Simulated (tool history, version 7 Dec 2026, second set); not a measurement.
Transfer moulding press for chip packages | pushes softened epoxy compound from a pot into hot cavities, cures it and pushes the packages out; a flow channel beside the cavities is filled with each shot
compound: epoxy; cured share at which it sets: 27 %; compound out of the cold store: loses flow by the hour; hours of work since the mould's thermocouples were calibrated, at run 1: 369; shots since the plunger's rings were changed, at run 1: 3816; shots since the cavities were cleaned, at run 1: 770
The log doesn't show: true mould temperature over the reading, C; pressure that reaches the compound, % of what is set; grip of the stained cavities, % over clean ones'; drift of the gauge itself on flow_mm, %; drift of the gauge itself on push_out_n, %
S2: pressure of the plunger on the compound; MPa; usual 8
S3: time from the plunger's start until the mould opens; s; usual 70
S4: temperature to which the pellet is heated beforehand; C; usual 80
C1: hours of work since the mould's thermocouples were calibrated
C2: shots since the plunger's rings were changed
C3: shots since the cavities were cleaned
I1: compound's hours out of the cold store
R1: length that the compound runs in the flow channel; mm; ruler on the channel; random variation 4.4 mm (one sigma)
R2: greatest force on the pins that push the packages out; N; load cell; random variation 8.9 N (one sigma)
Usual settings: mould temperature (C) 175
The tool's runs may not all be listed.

run 1 day=0 | mould_temperature_(C)=175 S2=8 S3=70 S4=80 | C1=369 C2=3816 C3=770 | I1=35.7 | R1=792 R2=728
-- day=0.979 cavities cleaned with cleaning compound and waxed
-- day=2.696 plunger's sealing rings changed
run 2 day=3.392 | mould_temperature_(C)=175 S2=8 S3=70 S4=80 | C1=410 C2=220 C3=729 | I1=26.8 | R1=876 R2=940
-- day=4.562 cavities cleaned with cleaning compound and waxed
run 3 day=5.112 | mould_temperature_(C)=175 S2=8 S3=70 S4=80 | C1=432 C2=743 C3=173 | I1=12.8 | R1=969 R2=526
run 4 day=7.75 | mould_temperature_(C)=175 S2=8 S3=70 S4=80 | C1=465 C2=1576 C3=1006 | I1=46.5 | R1=750 R2=793
-- day=8.088 cavities cleaned with cleaning compound and waxed
run 5 day=10.8 | mould_temperature_(C)=175 S2=8 S3=70 S4=80 | C1=504 C2=2519 C3=856 | I1=44.2 | R1=756 R2=779
-- day=11.4 cavities cleaned with cleaning compound and waxed
run 6 day=12.658 | mould_temperature_(C)=175 S2=8 S3=50 S4=80 | C1=527 C2=3086 C3=398 | I1=32.8 | R1=813 R2=1236
-- day=13.417 cavities cleaned with cleaning compound and waxed, once more
run 7 day=14.708 | mould_temperature_(C)=175 S2=8 S3=70 S4=85 | C1=552 C2=3714 C3=409 | I1=26.9 | R1=849 R2=649
-- day=16.742 cavities cleaned with cleaning compound and waxed
-- day=17.629 plunger's sealing rings changed
run 8 day=18.283 | mould_temperature_(C)=175 S2=8 S3=70 S4=80 | C1=596 C2=206 C3=453 | I1=19.4 | R1=925 R2=699
run 9 day=19.996 | mould_temperature_(C)=175 S2=8 S3=80 S4=80 | C1=618 C2=747 C3=994 | I1=26.7 | R1=871 R2=710
-- day=20.338 cavities cleaned with cleaning compound and waxed
run 10 day=22.117 | mould_temperature_(C)=175 S2=8 S3=80 S4=80 | C1=644 C2=1397 C3=562 | I1=11.8 | R1=972 R2=622
-- day=23.838 cavities cleaned with cleaning compound and waxed
run 11 day=24.462 | mould_temperature_(C)=175 S2=8 S3=70 S4=80 | C1=673 C2=2118 C3=198 | I1=8.3 | R1=993 R2=610
run 12 day=26.754 | mould_temperature_(C)=175 S2=8 S3=70 S4=72 | C1=702 C2=2842 C3=922 | I1=39.3 | R1=782 R2=835
-- day=27.312 cavities cleaned with cleaning compound and waxed
run 13 day=29.475 | mould_temperature_(C)=175 S2=8 S3=70 S4=72 | C1=736 C2=3680 C3=682 | I1=41.5 | R1=761 R2=732
-- day=30.017 mould's thermocouples calibrated
-- day=30.758 cavities cleaned with cleaning compound and waxed
run 14 day=32.35 | mould_temperature_(C)=175 S2=8 S3=75 S4=74 | C1=29 C2=4543 C3=503 | I1=19.8 | R1=880 R2=621
-- day=32.662 plunger's sealing rings changed
-- day=34.15 cavities cleaned with cleaning compound and waxed
run 15 day=34.804 | mould_temperature_(C)=175 S2=8 S3=75 S4=74 | C1=58 C2=657 C3=208 | I1=33.5 | R1=825 R2=490
run 16 day=37.162 | mould_temperature_(C)=174 S2=8 S3=70 S4=71 | C1=89 C2=1401 C3=952 | I1=16.3 | R1=940 R2=789
-- day=37.488 cavities cleaned with cleaning compound and waxed
-- day=40.771 cavities cleaned with cleaning compound and waxed
run 17 day=40.771 | mould_temperature_(C)=179 S2=8 S3=82 S4=71 | C1=133 C2=2501 C3=0 | I1=46.3 | R1=726 R2=339
run 18 day=43.788 | mould_temperature_(C)=169 S2=8 S3=74 S4=80 | C1=172 C2=3453 C3=952 | I1=13.1 | R1=961 R2=1035
-- day=44.05 cavities cleaned with cleaning compound and waxed
run 19 day=46.088 | mould_temperature_(C)=181 S2=8 S3=88 S4=80 | C1=200 C2=4159 C3=643 | I1=26.3 | R1=825 R2=565
-- day=47.496 plunger's sealing rings changed
-- day=47.558 cavities cleaned with cleaning compound and waxed
run 20 day=48.167 | mould_temperature_(C)=171 S2=8.8 S3=85 S4=84 | C1=225 C2=192 C3=192 | I1=44.1 | R1=818 R2=471
-- day=50.933 cavities cleaned with cleaning compound and waxed
run 21 day=50.933 | mould_temperature_(C)=173 S2=8.8 S3=85 S4=84 | C1=259 C2=1045 C3=0 | I1=13.3 | R1=1013 R2=362
run 22 day=53.788 | mould_temperature_(C)=182 S2=8.13 S3=70 S4=87 | C1=296 C2=1946 C3=901 | I1=15 | R1=913 R2=657
-- day=54.317 cavities cleaned with cleaning compound and waxed
run 23 day=55.45 | mould_temperature_(C)=175 S2=7.86 S3=70 S4=80 | C1=316 C2=2452 C3=358 | I1=12.9 | R1=940 R2=595
-- day=57.829 cavities cleaned with cleaning compound and waxed
run 24 day=58.567 | mould_temperature_(C)=175 S2=7.86 S3=70 S4=80 | C1=356 C2=3416 C3=232 | I1=15.4 | R1=919 R2=564
run 25 day=60.692 | mould_temperature_(C)=175 S2=7.86 S3=70 S4=80 | C1=383 C2=4088 C3=904 | I1=47.4 | R1=716 R2=752
-- day=61.192 cavities cleaned with cleaning compound and waxed
-- day=62.379 plunger's sealing rings changed
run 26 day=62.833 | mould_temperature_(C)=175 S2=7.86 S3=70 S4=80 | C1=408 C2=144 C3=485 | I1=17.5 | R1=933 R2=642

3 ways to go on from here, each from the tool as it stands after run 26. What would each give?
-- day=64.671 cavities cleaned with cleaning compound and waxed
run A day=64.892 | mould_temperature_(C)=175 S2=8 S3=69 S4=80 | C1=434 C2=774 C3=70 | I1=26 | R1=? R2=?
-- day=64.671 cavities cleaned with cleaning compound and waxed
run B day=64.892 | mould_temperature_(C)=175 S2=9.28 S3=78 S4=80 | C1=434 C2=774 C3=70 | I1=36.5 | R1=? R2=?
-- day=64.671 cavities cleaned with cleaning compound and waxed
run C day=64.892 | mould_temperature_(C)=175 S2=8.06 S3=83 S4=80 | C1=434 C2=774 C3=70 | I1=46.6 | R1=? R2=?

run=A R1=876 R2=449
run=B R1=863 R2=390
run=C R1=750 R2=390
Without the tool's hidden state the same runs would have given:
run=A R1=882 R2=379
run=B R1=868 R2=335
run=C R1=755 R2=339

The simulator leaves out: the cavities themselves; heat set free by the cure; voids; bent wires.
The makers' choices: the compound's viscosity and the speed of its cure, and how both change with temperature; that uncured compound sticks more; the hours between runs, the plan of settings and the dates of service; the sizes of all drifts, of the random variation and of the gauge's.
